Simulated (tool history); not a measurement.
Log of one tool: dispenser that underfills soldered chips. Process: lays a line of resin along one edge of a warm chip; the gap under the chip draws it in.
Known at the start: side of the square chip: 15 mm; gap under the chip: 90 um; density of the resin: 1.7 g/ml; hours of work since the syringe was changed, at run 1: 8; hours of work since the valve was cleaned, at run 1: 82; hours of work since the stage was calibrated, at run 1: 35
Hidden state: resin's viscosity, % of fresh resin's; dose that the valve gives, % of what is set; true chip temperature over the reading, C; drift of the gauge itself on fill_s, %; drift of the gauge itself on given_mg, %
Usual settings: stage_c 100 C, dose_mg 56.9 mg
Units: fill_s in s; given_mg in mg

run	hour	stage_c	dose_mg	hours of work since the syringe was changed	hours of work since the valve was cleaned	hours of work since the stage was calibrated	fill_s	given_mg
1	0	100	56.9	8	82	35	112.3	54.96
# hour 3.6: new syringe of resin
2	6.4	100	56.9	2	86	39	65.1	55.26
3	9.1	100	56.9	4	88	41	78.1	55.23
4	14.3	100	68.1	8	91	45	103.2	65.88
5	18.5	100	68.1	10	94	48	130.4	65.91
# hour 19.3: new syringe of resin
6	23.7	100	68.1	3	98	51	71.2	66.01
7	26.6	85	56.9	5	100	53	133.9	54.94
8	31.5	100	56.9	8	103	56	113.7	54.94
# hour 34.9: new syringe of resin
9	36.4	86	56.9	1	106	60	91.5	55.31
10	40.8	86	56.9	4	109	63	119.2	54.77
11	45.4	100	66.9	7	113	66	100.8	64.36
# hour 50.5: new syringe of resin
12	50.7	90	56.9	0	116	69	74.7	54.27
13	54.9	100	56.9	3	119	72	69.5	54.72
14	58.5	100	56.9	6	122	75	87.3	54.33
15	62.2	100	56.9	8	124	78	108.6	54.4
# hour 66.2: new syringe of resin
16	67.1	100	50.9	1	127	81	59.2	48.8
17	73.1	100	59.8	5	132	85	82.9	57.4
# hour 75.6: dispensing valve cleaned and set on the balance
18	77.9	100	56.9	7	2	88	103	56.94
# hour 82.7: new syringe of resin
19	82.7	100	56.9	0	5	91	54.5	56.49
20	89.2	100	56.9	5	9	95	78.5	56.48
21	94	104	71.8	8	13	99	92.1	71.26
22	97.7	104	71.8	10	15	101	114.6	71.52
# hour 98.3: new syringe of resin
23	102	104	71.8	3	18	104	60.5	71.37
24	104.7	104	71.8	4	20	106	72.5	71.41
25	110.7	108	48.4	9	24	110	91.7	48.08
26	113.4	86	56.9	11	26	112	202.9	56.57
# hour 114.3: new syringe of resin
27	118.3	100	49.8	3	29	115	70.8	49.3
28	123.2	113	50.9	6	33	119	64.3	50.45
29	128.9	105	57	10	37	123	110.7	55.98
# hour 130.3: new syringe of resin
30	131.8	105	57	1	38	124	51.8	55.92
31	134.6	105	57	3	40	126	61	56.13
32	140.5	102	67.1	7	44	130	93.2	66.45
# hour 146.1: new syringe of resin
33	146.2	102	69.5	0	48	134	50	68.36
34	150.8	105	72.7	3	51	137	60.5	71.8
35	155.9	107	63.8	7	55	141	77.2	62.66
36	160.5	87	65	10	58	144	181.2	63.73

Forecast each of these 4 alternatives for the next run:
# hour 162: new syringe of resin
A	166.1	86	68.8	3	62	148	?	?
# hour 162: new syringe of resin
B	166.1	100	53	3	62	148	?	?
# hour 162: new syringe of resin
C	166.1	107	53	3	62	148	?	?
# hour 162: new syringe of resin
D	166.1	92	65	3	62	148	?	?

run	fill_s	given_mg
A	104.8	67.17
B	68.7	51.74
C	56.7	52.02
D	85.6	64.24
Without the tool's hidden state the same runs would have given:
run	fill_s	given_mg
A	85.2	68.58
B	55.6	52.82
C	45.7	53.11
D	69.5	65.59
